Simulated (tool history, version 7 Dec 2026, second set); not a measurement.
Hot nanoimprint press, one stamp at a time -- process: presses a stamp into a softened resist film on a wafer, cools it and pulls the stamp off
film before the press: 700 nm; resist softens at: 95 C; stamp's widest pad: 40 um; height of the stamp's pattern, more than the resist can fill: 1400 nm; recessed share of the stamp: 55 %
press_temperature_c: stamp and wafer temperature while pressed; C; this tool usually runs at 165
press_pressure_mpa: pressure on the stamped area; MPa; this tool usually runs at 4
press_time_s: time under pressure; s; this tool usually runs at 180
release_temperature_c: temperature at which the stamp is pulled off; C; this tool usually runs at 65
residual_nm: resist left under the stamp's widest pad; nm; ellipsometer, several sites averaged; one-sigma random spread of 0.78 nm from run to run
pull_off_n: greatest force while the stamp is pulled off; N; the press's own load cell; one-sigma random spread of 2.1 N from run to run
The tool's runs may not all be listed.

| run | hour | press_temperature_c | press_pressure_mpa | press_time_s | release_temperature_c | residual_nm | pull_off_n |
|---|---|---|---|---|---|---|---|
| 1 | 0 | 165 | 4 | 180 | 65 | 259.4 | 121 |
| 2 | 14.8 | 165 | 4 | 180 | 65 | 260.1 | 132 |
| 3 | 22.5 | 165 | 3.16 | 180 | 65 | 296.7 | 132 |
| 4 | 29.7 | 165 | 3.16 | 180 | 65 | 298.2 | 125 |
|  | 33.8 | plate thermocouple calibrated |
| 5 | 40.2 | 165 | 3.16 | 180 | 65 | 293.7 | 128 |
| 6 | 50.2 | 165 | 3.16 | 180 | 65 | 292.9 | 128 |
|  | 65.2 | stamp cleaned and given a new release coat |
| 7 | 69 | 165 | 3.16 | 180 | 65 | 294 | 93 |
| 8 | 76.9 | 165 | 3.16 | 180 | 65 | 292.7 | 89 |
| 9 | 84.5 | 161 | 3.07 | 118 | 65 | 396.9 | 93 |
| 10 | 94 | 161 | 3.07 | 118 | 65 | 398.4 | 91 |
| 11 | 108.3 | 161 | 3.07 | 118 | 65 | 397 | 94 |
| 12 | 118.5 | 154 | 2.5 | 222 | 65 | 476.3 | 93 |

4 options for the next run, each taken on its own from the tool as it stands now. Forecast them:
|  | 124.7 | plate thermocouple calibrated, once more |
| A | 131.5 | 165 | 3 | 229 | 65 | ? | ? |
|  | 124.7 | plate thermocouple calibrated, once more |
| B | 131.5 | 154 | 2.5 | 339 | 65 | ? | ? |
|  | 124.7 | plate thermocouple calibrated, once more |
| C | 131.5 | 165 | 4 | 180 | 56 | ? | ? |
|  | 124.7 | plate thermocouple calibrated, once more |
| D | 131.5 | 154 | 2.5 | 231 | 65 | ? | ? |

| run | residual_nm | pull_off_n |
|---|---|---|
| A | 288.8 | 95 |
| B | 442 | 100 |
| C | 264 | 114 |
| D | 485.2 | 95 |
With the hidden condition removed and each run's random variation left untouched, the same runs would have given:
| run | residual_nm | pull_off_n |
|---|---|---|
| A | 288.9 | 90 |
| B | 442.6 | 96 |
| C | 263.7 | 108 |
| D | 485.8 | 91 |
